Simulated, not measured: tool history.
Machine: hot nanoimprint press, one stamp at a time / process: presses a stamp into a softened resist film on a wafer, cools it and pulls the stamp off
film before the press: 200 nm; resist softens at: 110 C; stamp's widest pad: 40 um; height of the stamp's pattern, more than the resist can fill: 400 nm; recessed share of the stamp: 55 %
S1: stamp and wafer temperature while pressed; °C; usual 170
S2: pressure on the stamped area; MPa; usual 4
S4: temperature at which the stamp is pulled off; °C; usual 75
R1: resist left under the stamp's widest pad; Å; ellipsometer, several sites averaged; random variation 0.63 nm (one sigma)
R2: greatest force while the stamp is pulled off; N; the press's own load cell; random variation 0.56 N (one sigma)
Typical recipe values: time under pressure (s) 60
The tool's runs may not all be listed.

{"run": 1, "hour": 0.0, "S1": 170, "S2": 4, "time under pressure (s)": 60, "S4": 75, "R1": 926, "R2": 132.5}
{"run": 2, "hour": 16.0, "S1": 170, "S2": 4, "time under pressure (s)": 95, "S4": 75, "R1": 771, "R2": 132.2}
{"run": 3, "hour": 45.7, "S1": 168, "S2": 4, "time under pressure (s)": 60, "S4": 75, "R1": 1113, "R2": 139.1}
{"run": 4, "hour": 69.4, "S1": 170, "S2": 4, "time under pressure (s)": 60, "S4": 75, "R1": 1011, "R2": 141.1}
{"run": 5, "hour": 82.8, "S1": 170, "S2": 4, "time under pressure (s)": 60, "S4": 75, "R1": 1005, "R2": 141.6}
{"run": 6, "hour": 107.3, "S1": 170, "S2": 4, "time under pressure (s)": 60, "S4": 75, "R1": 996, "R2": 143.5}
{"run": 7, "hour": 126.7, "S1": 170, "S2": 4, "time under pressure (s)": 60, "S4": 75, "R1": 998, "R2": 143.7}
{"run": 8, "hour": 154.5, "S1": 170, "S2": 4, "time under pressure (s)": 60, "S4": 75, "R1": 989, "R2": 137}
{"run": 9, "hour": 171.5, "S1": 170, "S2": 4, "time under pressure (s)": 60, "S4": 75, "R1": 993, "R2": 137.4}
{"run": 10, "hour": 193.5, "S1": 170, "S2": 4, "time under pressure (s)": 60, "S4": 75, "R1": 999, "R2": 139.5}
{"run": 11, "hour": 221.3, "S1": 170, "S2": 4, "time under pressure (s)": 60, "S4": 75, "R1": 979, "R2": 139.8}
{"run": 12, "hour": 240.4, "S1": 170, "S2": 4, "time under pressure (s)": 60, "S4": 75, "R1": 981, "R2": 141.2}
{"run": 13, "hour": 267.1, "S1": 170, "S2": 4, "time under pressure (s)": 60, "S4": 75, "R1": 971, "R2": 142.2}
{"run": 14, "hour": 283.6, "S1": 170, "S2": 4, "time under pressure (s)": 60, "S4": 75, "R1": 975, "R2": 142.8}
{"run": 15, "hour": 304.2, "S1": 170, "S2": 4, "time under pressure (s)": 60, "S4": 75, "R1": 976, "R2": 136.5}
{"run": 16, "hour": 319.2, "S1": 161, "S2": 4, "time under pressure (s)": 60, "S4": 75, "R1": 1498, "R2": 137.9}
{"run": 17, "hour": 335.5, "S1": 161, "S2": 2.72, "time under pressure (s)": 52, "S4": 67, "R1": 1663, "R2": 164.5}
{"run": 18, "hour": 355.0, "S1": 161, "S2": 2.72, "time under pressure (s)": 52, "S4": 67, "R1": 1681, "R2": 166.9}
{"run": 19, "hour": 371.8, "S1": 161, "S2": 4.13, "time under pressure (s)": 52, "S4": 65, "R1": 1532, "R2": 174.6}
{"run": 20, "hour": 400.5, "S1": 161, "S2": 4.13, "time under pressure (s)": 44, "S4": 81, "R1": 1563, "R2": 119.1}
{"run": 21, "hour": 430.1, "S1": 161, "S2": 4.13, "time under pressure (s)": 44, "S4": 81, "R1": 1555, "R2": 119.2}
{"run": 22, "hour": 463.6, "S1": 161, "S2": 3.7, "time under pressure (s)": 32, "S4": 81, "R1": 1689, "R2": 115.1}
{"run": 23, "hour": 481.2, "S1": 170, "S2": 4, "time under pressure (s)": 60, "S4": 75, "R1": 960, "R2": 137.2}
{"run": 24, "hour": 499.9, "S1": 178, "S2": 5.64, "time under pressure (s)": 60, "S4": 75, "R1": 517, "R2": 137.5}
{"run": 25, "hour": 512.5, "S1": 169, "S2": 4, "time under pressure (s)": 49, "S4": 65, "R1": 1067, "R2": 172.2}
{"run": 26, "hour": 537.5, "S1": 169, "S2": 4, "time under pressure (s)": 49, "S4": 65, "R1": 1095, "R2": 174.1}
{"run": 27, "hour": 564.2, "S1": 161, "S2": 2.47, "time under pressure (s)": 65, "S4": 68, "R1": 1623, "R2": 165.7}
{"run": 28, "hour": 589.3, "S1": 173, "S2": 4.93, "time under pressure (s)": 44, "S4": 79, "R1": 820, "R2": 119.4}
{"run": 29, "hour": 612.0, "S1": 160, "S2": 4.56, "time under pressure (s)": 31, "S4": 82, "R1": 1651, "R2": 109.9}

Missing from the log above: 5 entries noted between runs. For each, name the pair of listed runs it sits between and say how the tool's hidden condition differs from the listed run just before to the listed run just after:
After run 2, before run 3: plate thermocouple calibrated (hour 26.3)
  true temperature over the reading, C: 1.84 -> -0.05; pressure that arrives at the usual setting, %: 96.97 -> 96.88; grip of the stamp's worn release coat, % over a new coat's: 0.6 -> 1.5
  measured value less the no-hidden-state value, R1: -72 -> +18 Å; R2: -5.6 -> +2.3 N
After run 7, before run 8: stamp cleaned and given a new release coat (hour 148.9)
  true temperature over the reading, C: 0.18 -> 0.24; pressure that arrives at the usual setting, %: 96.58 -> 96.51; grip of the stamp's worn release coat, % over a new coat's: 4.5 -> 0.2
  measured value less the no-hidden-state value, R1: +6 -> +4 Å; R2: +5.5 -> -0.6 N
After run 14, before run 15: stamp cleaned and given a new release coat (hour 293.6)
  true temperature over the reading, C: 0.6 -> 0.63; pressure that arrives at the usual setting, %: 96.05 -> 96; grip of the stamp's worn release coat, % over a new coat's: 4.9 -> 0.4
  measured value less the no-hidden-state value, R1: -13 -> -14 Å; R2: +4.6 -> -1.6 N
After run 21, before run 22: stamp cleaned and given a new release coat (hour 438.7)
  true temperature over the reading, C: 0.98 -> 1.05; pressure that arrives at the usual setting, %: 95.57 -> 95.47; grip of the stamp's worn release coat, % over a new coat's: 5 -> 0.9
  measured value less the no-hidden-state value, R1: -32 -> -30 Å; R2: +2.3 -> -2.6 N
After run 27, before run 28: stamp cleaned and given a new release coat (hour 582.7)
  true temperature over the reading, C: 1.33 -> 1.38; pressure that arrives at the usual setting, %: 95.1 -> 95.04; grip of the stamp's worn release coat, % over a new coat's: 4.6 -> 0.2
  measured value less the no-hidden-state value, R1: -50 -> -36 Å; R2: +2.7 -> -4.4 N

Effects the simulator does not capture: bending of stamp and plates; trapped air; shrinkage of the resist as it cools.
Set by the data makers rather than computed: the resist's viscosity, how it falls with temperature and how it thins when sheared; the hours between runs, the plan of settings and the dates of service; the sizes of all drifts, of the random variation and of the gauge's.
